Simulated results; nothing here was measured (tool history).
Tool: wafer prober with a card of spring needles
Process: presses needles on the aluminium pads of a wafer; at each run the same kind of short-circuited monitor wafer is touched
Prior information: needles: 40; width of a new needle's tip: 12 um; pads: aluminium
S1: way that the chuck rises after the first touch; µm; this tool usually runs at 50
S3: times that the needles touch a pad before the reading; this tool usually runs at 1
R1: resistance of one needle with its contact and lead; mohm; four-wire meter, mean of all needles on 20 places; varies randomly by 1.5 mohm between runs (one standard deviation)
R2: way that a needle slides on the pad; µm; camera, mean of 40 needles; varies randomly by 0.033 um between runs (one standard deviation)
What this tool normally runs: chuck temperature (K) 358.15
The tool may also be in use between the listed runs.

{"run": 1, "hour": 0.0, "S1": 50, "chuck temperature (K)": 358.15, "S3": 1, "R1": 309, "R2": 11.01}
{"run": 2, "hour": 30.3, "S1": 48, "chuck temperature (K)": 358.15, "S3": 1, "R1": 414, "R2": 10.57}
{"run": 3, "hour": 54.8, "S1": 48, "chuck temperature (K)": 358.15, "S3": 1, "R1": 393, "R2": 10.55}
{"run": 4, "hour": 81.4, "S1": 48, "chuck temperature (K)": 358.15, "S3": 1, "R1": 374, "R2": 10.46}
{"run": 5, "hour": 104.0, "S1": 48, "chuck temperature (K)": 358.15, "S3": 1, "R1": 144, "R2": 10.49}
{"run": 6, "hour": 132.0, "S1": 48, "chuck temperature (K)": 358.15, "S3": 1, "R1": 170, "R2": 10.47}
{"run": 7, "hour": 150.0, "S1": 48, "chuck temperature (K)": 358.15, "S3": 1, "R1": 339, "R2": 10.41}
{"run": 8, "hour": 168.0, "S1": 48, "chuck temperature (K)": 358.15, "S3": 1, "R1": 421, "R2": 10.39}
{"run": 9, "hour": 194.7, "S1": 48, "chuck temperature (K)": 358.15, "S3": 2, "R1": 149, "R2": 10.34}
{"run": 10, "hour": 219.2, "S1": 48, "chuck temperature (K)": 358.15, "S3": 2, "R1": 330, "R2": 10.34}
{"run": 11, "hour": 246.4, "S1": 50, "chuck temperature (K)": 358.15, "S3": 1, "R1": 424, "R2": 10.8}
{"run": 12, "hour": 285.1, "S1": 50, "chuck temperature (K)": 358.15, "S3": 1, "R1": 423, "R2": 10.71}
{"run": 13, "hour": 309.7, "S1": 50, "chuck temperature (K)": 358.15, "S3": 1, "R1": 398, "R2": 10.62}
{"run": 14, "hour": 327.3, "S1": 50, "chuck temperature (K)": 358.15, "S3": 1, "R1": 225, "R2": 10.53}
{"run": 15, "hour": 349.6, "S1": 50, "chuck temperature (K)": 358.15, "S3": 1, "R1": 437, "R2": 10.6}
{"run": 16, "hour": 384.1, "S1": 41, "chuck temperature (K)": 320.15, "S3": 2, "R1": 342, "R2": 8.55}
{"run": 17, "hour": 401.0, "S1": 58, "chuck temperature (K)": 320.15, "S3": 2, "R1": 248, "R2": 12.33}
{"run": 18, "hour": 433.9, "S1": 61, "chuck temperature (K)": 349.15, "S3": 2, "R1": 137, "R2": 12.88}
{"run": 19, "hour": 465.3, "S1": 61, "chuck temperature (K)": 349.15, "S3": 2, "R1": 206, "R2": 13.43}
{"run": 20, "hour": 501.3, "S1": 61, "chuck temperature (K)": 349.15, "S3": 2, "R1": 146, "R2": 13.44}
{"run": 21, "hour": 537.5, "S1": 61, "chuck temperature (K)": 349.15, "S3": 2, "R1": 248, "R2": 13.38}
{"run": 22, "hour": 561.2, "S1": 57, "chuck temperature (K)": 358.15, "S3": 2, "R1": 270, "R2": 12.4}
{"run": 23, "hour": 585.3, "S1": 37, "chuck temperature (K)": 343.15, "S3": 3, "R1": 283, "R2": 7.95}
{"run": 24, "hour": 611.1, "S1": 36, "chuck temperature (K)": 343.15, "S3": 3, "R1": 278, "R2": 7.78}
{"run": 25, "hour": 651.3, "S1": 36, "chuck temperature (K)": 343.15, "S3": 3, "R1": 272, "R2": 7.73}
{"run": 26, "hour": 683.6, "S1": 50, "chuck temperature (K)": 347.15, "S3": 1, "R1": 454, "R2": 10.75}
{"run": 27, "hour": 722.2, "S1": 50, "chuck temperature (K)": 319.15, "S3": 1, "R1": 431, "R2": 10.69}
{"run": 28, "hour": 742.5, "S1": 50, "chuck temperature (K)": 319.15, "S3": 1, "R1": 250, "R2": 10.68}
{"run": 29, "hour": 769.4, "S1": 50, "chuck temperature (K)": 319.15, "S3": 1, "R1": 239, "R2": 10.62}
{"run": 30, "hour": 792.7, "S1": 50, "chuck temperature (K)": 319.15, "S3": 1, "R1": 469, "R2": 10.59}

Removed from this log: 61 entries logged between the listed runs. Between which two listed runs does each belong, and how does the tool's hidden state at the listed run before it compare with that at the listed run after it?
From run 1 to run 2: tips cleaned on abrasive film (hour 7.9); tips cleaned on abrasive film (hour 20.1)
  debris on the tips, nm: 98.9 -> 140.3; way that the needles fall short of the set height, um: 0 -> 0.06; tips' diameter, um: 12.91 -> 13.4
  the result without the hidden state subtracted from the measured one, R1: +175 -> +279 mohm; R2: +0 -> -0.02 µm
From run 2 to run 3: tips cleaned on abrasive film (hour 33.4); tips cleaned on abrasive film (hour 46.2)
  debris on the tips, nm: 140.3 -> 128.9; way that the needles fall short of the set height, um: 0.06 -> 0.19; tips' diameter, um: 13.4 -> 13.45
  the result without the hidden state subtracted from the measured one, R1: +279 -> +259 mohm; R2: -0.02 -> -0.04 µm
From run 3 to run 4: tips cleaned on abrasive film (hour 60.8); tips cleaned on abrasive film (hour 74.5)
  debris on the tips, nm: 128.9 -> 116.3; way that the needles fall short of the set height, um: 0.19 -> 0.35; tips' diameter, um: 13.45 -> 13.5
  the result without the hidden state subtracted from the measured one, R1: +259 -> +238 mohm; R2: -0.04 -> -0.07 µm
From run 4 to run 5: tips cleaned on abrasive film (hour 87.2); tips cleaned on abrasive film (hour 101.7); tips cleaned on abrasive film, once more (hour 104)
  debris on the tips, nm: 116.3 -> 4.6; way that the needles fall short of the set height, um: 0.35 -> 0.55; tips' diameter, um: 13.5 -> 13.57
  the result without the hidden state subtracted from the measured one, R1: +238 -> +12 mohm; R2: -0.07 -> -0.12 µm
From run 5 to run 6: tips cleaned on abrasive film (hour 117.5); tips cleaned on abrasive film (hour 132)
  debris on the tips, nm: 4.6 -> 16.2; way that the needles fall short of the set height, um: 0.55 -> 0.69; tips' diameter, um: 13.57 -> 13.62
  the result without the hidden state subtracted from the measured one, R1: +12 -> +37 mohm; R2: -0.12 -> -0.15 µm
From run 6 to run 7: tips cleaned on abrasive film (hour 144.5)
  debris on the tips, nm: 16.2 -> 101; way that the needles fall short of the set height, um: 0.69 -> 0.76; tips' diameter, um: 13.62 -> 13.65
  the result without the hidden state subtracted from the measured one, R1: +37 -> +208 mohm; R2: -0.15 -> -0.17 µm
From run 7 to run 8: tips cleaned on abrasive film (hour 157.5)
  debris on the tips, nm: 101 -> 137.5; way that the needles fall short of the set height, um: 0.76 -> 0.86; tips' diameter, um: 13.65 -> 13.68
  the result without the hidden state subtracted from the measured one, R1: +208 -> +288 mohm; R2: -0.17 -> -0.18 µm
From run 8 to run 9: tips cleaned on abrasive film (hour 169.9); tips cleaned on abrasive film (hour 182); tips cleaned on abrasive film (hour 194.7)
  debris on the tips, nm: 137.5 -> 8.6; way that the needles fall short of the set height, um: 0.86 -> 1.08; tips' diameter, um: 13.68 -> 13.76
  the result without the hidden state subtracted from the measured one, R1: +288 -> +14 mohm; R2: -0.18 -> -0.24 µm
From run 9 to run 10: tips cleaned on abrasive film (hour 207.6)
  debris on the tips, nm: 8.6 -> 149.2; way that the needles fall short of the set height, um: 1.08 -> 1.15; tips' diameter, um: 13.76 -> 13.78
  the result without the hidden state subtracted from the measured one, R1: +14 -> +195 mohm; R2: -0.24 -> -0.25 µm
From run 10 to run 11: tips cleaned on abrasive film (hour 222.2); tips cleaned on abrasive film (hour 236)
  debris on the tips, nm: 149.2 -> 143.1; way that the needles fall short of the set height, um: 1.15 -> 1.27; tips' diameter, um: 13.78 -> 13.82
  the result without the hidden state subtracted from the measured one, R1: +195 -> +290 mohm; R2: -0.25 -> -0.28 µm
From run 11 to run 12: tips cleaned on abrasive film (hour 249.4); tips cleaned on abrasive film (hour 262.6); tips cleaned on abrasive film (hour 275.3)
  debris on the tips, nm: 143.1 -> 139.3; way that the needles fall short of the set height, um: 1.27 -> 1.52; tips' diameter, um: 13.82 -> 13.91
  the result without the hidden state subtracted from the measured one, R1: +290 -> +287 mohm; R2: -0.28 -> -0.33 µm
From run 12 to run 13: tips cleaned on abrasive film (hour 287.6); tips cleaned on abrasive film (hour 300.4)
  debris on the tips, nm: 139.3 -> 126.9; way that the needles fall short of the set height, um: 1.52 -> 1.65; tips' diameter, um: 13.91 -> 13.96
  the result without the hidden state subtracted from the measured one, R1: +287 -> +264 mohm; R2: -0.33 -> -0.36 µm
From run 13 to run 14: tips cleaned on abrasive film (hour 312.4); tips cleaned on abrasive film (hour 326)
  debris on the tips, nm: 126.9 -> 42.2; way that the needles fall short of the set height, um: 1.65 -> 1.84; tips' diameter, um: 13.96 -> 14.02
  the result without the hidden state subtracted from the measured one, R1: +264 -> +91 mohm; R2: -0.36 -> -0.41 µm
From run 14 to run 15: tips cleaned on abrasive film (hour 339)
  debris on the tips, nm: 42.2 -> 142.9; way that the needles fall short of the set height, um: 1.84 -> 1.9; tips' diameter, um: 14.02 -> 14.05
  the result without the hidden state subtracted from the measured one, R1: +91 -> +302 mohm; R2: -0.41 -> -0.42 µm
From run 15 to run 16: tips cleaned on abrasive film (hour 351.4); tips cleaned on abrasive film (hour 365.4); tips cleaned on abrasive film (hour 378.8)
  debris on the tips, nm: 142.9 -> 106.6; way that the needles fall short of the set height, um: 1.9 -> 2.1; tips' diameter, um: 14.05 -> 14.11
  the result without the hidden state subtracted from the measured one, R1: +302 -> +210 mohm; R2: -0.42 -> -0.46 µm
From run 16 to run 17: tips cleaned on abrasive film (hour 392.7)
  debris on the tips, nm: 106.6 -> 117; way that the needles fall short of the set height, um: 2.1 -> 2.16; tips' diameter, um: 14.11 -> 14.13
  the result without the hidden state subtracted from the measured one, R1: +210 -> +125 mohm; R2: -0.46 -> -0.47 µm
From run 17 to run 18: tips cleaned on abrasive film (hour 406.9); tips cleaned on abrasive film (hour 421.7); tips cleaned on abrasive film (hour 433.9)
  debris on the tips, nm: 117 -> 11.2; way that the needles fall short of the set height, um: 2.16 -> 2.38; tips' diameter, um: 14.13 -> 14.21
  the result without the hidden state subtracted from the measured one, R1: +125 -> +14 mohm; R2: -0.47 -> -0.52 µm
From run 18 to run 19: tips cleaned on abrasive film (hour 447.8); tips cleaned on abrasive film (hour 460.3); height of the first contact set anew (hour 465.3)
  debris on the tips, nm: 11.2 -> 87.8; way that the needles fall short of the set height, um: 2.38 -> 0; tips' diameter, um: 14.21 -> 14.26
  the result without the hidden state subtracted from the measured one, R1: +14 -> +79 mohm; R2: -0.52 -> +0 µm
From run 19 to run 20: tips cleaned on abrasive film (hour 474.8); tips cleaned on abrasive film (hour 488.6); tips cleaned on abrasive film (hour 501.3)
  debris on the tips, nm: 87.8 -> 18; way that the needles fall short of the set height, um: 0 -> 0.22; tips' diameter, um: 14.26 -> 14.33
  the result without the hidden state subtracted from the measured one, R1: +79 -> +19 mohm; R2: +0 -> -0.04 µm
From run 20 to run 21: tips cleaned on abrasive film (hour 514.8); tips cleaned on abrasive film (hour 527.4)
  debris on the tips, nm: 18 -> 134.3; way that the needles fall short of the set height, um: 0.22 -> 0.38; tips' diameter, um: 14.33 -> 14.39
  the result without the hidden state subtracted from the measured one, R1: +19 -> +122 mohm; R2: -0.04 -> -0.09 µm
From run 21 to run 22: tips cleaned on abrasive film (hour 540.4); tips cleaned on abrasive film (hour 553)
  debris on the tips, nm: 134.3 -> 136.2; way that the needles fall short of the set height, um: 0.38 -> 0.52; tips' diameter, um: 14.39 -> 14.44
  the result without the hidden state subtracted from the measured one, R1: +122 -> +139 mohm; R2: -0.09 -> -0.12 µm
From run 22 to run 23: tips cleaned on abrasive film (hour 566.5); tips cleaned on abrasive film (hour 580.3)
  debris on the tips, nm: 136.2 -> 103.5; way that the needles fall short of the set height, um: 0.52 -> 0.7; tips' diameter, um: 14.44 -> 14.5
  the result without the hidden state subtracted from the measured one, R1: +139 -> +143 mohm; R2: -0.12 -> -0.16 µm
From run 23 to run 24: tips cleaned on abrasive film (hour 592.6); tips cleaned on abrasive film (hour 606.8)
  debris on the tips, nm: 103.5 -> 93.9; way that the needles fall short of the set height, um: 0.7 -> 0.84; tips' diameter, um: 14.5 -> 14.55
  the result without the hidden state subtracted from the measured one, R1: +143 -> +138 mohm; R2: -0.16 -> -0.19 µm
From run 24 to run 25: tips cleaned on abrasive film (hour 619.1); tips cleaned on abrasive film (hour 633.2); tips cleaned on abrasive film (hour 646.2)
  debris on the tips, nm: 93.9 -> 91.4; way that the needles fall short of the set height, um: 0.84 -> 1.06; tips' diameter, um: 14.55 -> 14.63
  the result without the hidden state subtracted from the measured one, R1: +138 -> +135 mohm; R2: -0.19 -> -0.23 µm
From run 25 to run 26: tips cleaned on abrasive film (hour 660.1); tips cleaned on abrasive film (hour 672.8)
  debris on the tips, nm: 91.4 -> 144; way that the needles fall short of the set height, um: 1.06 -> 1.22; tips' diameter, um: 14.63 -> 14.69
  the result without the hidden state subtracted from the measured one, R1: +135 -> +323 mohm; R2: -0.23 -> -0.27 µm
From run 26 to run 27: tips cleaned on abrasive film (hour 686.7); tips cleaned on abrasive film (hour 701); tips cleaned on abrasive film (hour 714.5)
  debris on the tips, nm: 144 -> 128; way that the needles fall short of the set height, um: 1.22 -> 1.47; tips' diameter, um: 14.69 -> 14.77
  the result without the hidden state subtracted from the measured one, R1: +323 -> +306 mohm; R2: -0.27 -> -0.32 µm
From run 27 to run 28: tips cleaned on abrasive film (hour 727.2); tips cleaned on abrasive film (hour 740.5)
  debris on the tips, nm: 128 -> 50.4; way that the needles fall short of the set height, um: 1.47 -> 1.62; tips' diameter, um: 14.77 -> 14.83
  the result without the hidden state subtracted from the measured one, R1: +306 -> +124 mohm; R2: -0.32 -> -0.36 µm
From run 28 to run 29: tips cleaned on abrasive film (hour 753.2); tips cleaned on abrasive film (hour 768.1)
  debris on the tips, nm: 50.4 -> 45.3; way that the needles fall short of the set height, um: 1.62 -> 1.8; tips' diameter, um: 14.83 -> 14.89
  the result without the hidden state subtracted from the measured one, R1: +124 -> +113 mohm; R2: -0.36 -> -0.4 µm
From run 29 to run 30: tips cleaned on abrasive film (hour 782.8)
  debris on the tips, nm: 45.3 -> 142.5; way that the needles fall short of the set height, um: 1.8 -> 1.88; tips' diameter, um: 14.89 -> 14.92
  the result without the hidden state subtracted from the measured one, R1: +113 -> +344 mohm; R2: -0.4 -> -0.42 µm

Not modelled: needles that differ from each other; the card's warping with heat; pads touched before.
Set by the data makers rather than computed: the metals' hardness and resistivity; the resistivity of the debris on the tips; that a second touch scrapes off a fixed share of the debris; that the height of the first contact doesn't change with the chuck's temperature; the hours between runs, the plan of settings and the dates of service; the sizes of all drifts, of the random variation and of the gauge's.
